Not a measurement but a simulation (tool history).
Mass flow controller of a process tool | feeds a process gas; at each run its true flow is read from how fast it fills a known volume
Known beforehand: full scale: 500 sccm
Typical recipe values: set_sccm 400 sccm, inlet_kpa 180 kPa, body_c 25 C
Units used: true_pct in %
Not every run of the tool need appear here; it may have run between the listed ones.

Run 1, hour 0.0: usual settings. Result: true_pct 99.72 %.
Run 2, hour 240.5: usual settings. Result: true_pct 99.98 %.
At hour 511.5: controller's zero set anew.
Run 3, hour 518.8: usual settings. Result: true_pct 100.21 %.
Run 4, hour 876.5: usual settings. Result: true_pct 100.31 %.
Run 5, hour 1179.3: usual settings. Result: true_pct 100.47 %.
Run 6, hour 1631.1: usual settings. Result: true_pct 100.65 %.
Run 7, hour 2058.5: usual settings. Result: true_pct 100.90 %.
At hour 2382.1: controller exchanged for a calibrated one.
Run 8, hour 2528.2: usual settings. Result: true_pct 101.08 %.
Run 9, hour 2954.5: usual settings. Result: true_pct 101.50 %.
Run 10, hour 3153.5: usual settings. Result: true_pct 101.47 %.
Run 11, hour 3414.7: usual settings. Result: true_pct 101.71 %.
Run 12, hour 3827.9: usual settings. Result: true_pct 101.86 %.
Run 13, hour 4149.6: usual settings. Result: true_pct 102.07 %.
Run 14, hour 4439.3: usual settings but set_sccm 149 sccm, inlet_kpa 275 kPa, body_c 32 C. Result: true_pct 101.70 %.
At hour 4461.7: gauge calibrated.
Run 15, hour 4774.3: usual settings but set_sccm 149 sccm, inlet_kpa 275 kPa. Result: true_pct 98.93 %.

Predict each of these 4 candidate next runs independently; none follows another, all start after run 15:
Run A, hour 5258.7: usual settings but set_sccm 480 sccm, inlet_kpa 233 kPa, body_c 28 C. Result: true_pct ?.
Run B, hour 5258.7: usual settings but set_sccm 95 sccm. Result: true_pct ?.
Run C, hour 5258.7: usual settings but inlet_kpa 213 kPa, body_c 36 C. Result: true_pct ?.
Run D, hour 5258.7: usual settings but set_sccm 113 sccm, inlet_kpa 201 kPa. Result: true_pct ?.

run  true_pct
  A    100.41
  B     99.59
  C    101.01
  D     99.43
The same runs, with their run-to-run variation unchanged, on a tool lacking any hidden condition would have given:
run  true_pct
  A     99.98
  B     99.15
  C    100.57
  D     99.00

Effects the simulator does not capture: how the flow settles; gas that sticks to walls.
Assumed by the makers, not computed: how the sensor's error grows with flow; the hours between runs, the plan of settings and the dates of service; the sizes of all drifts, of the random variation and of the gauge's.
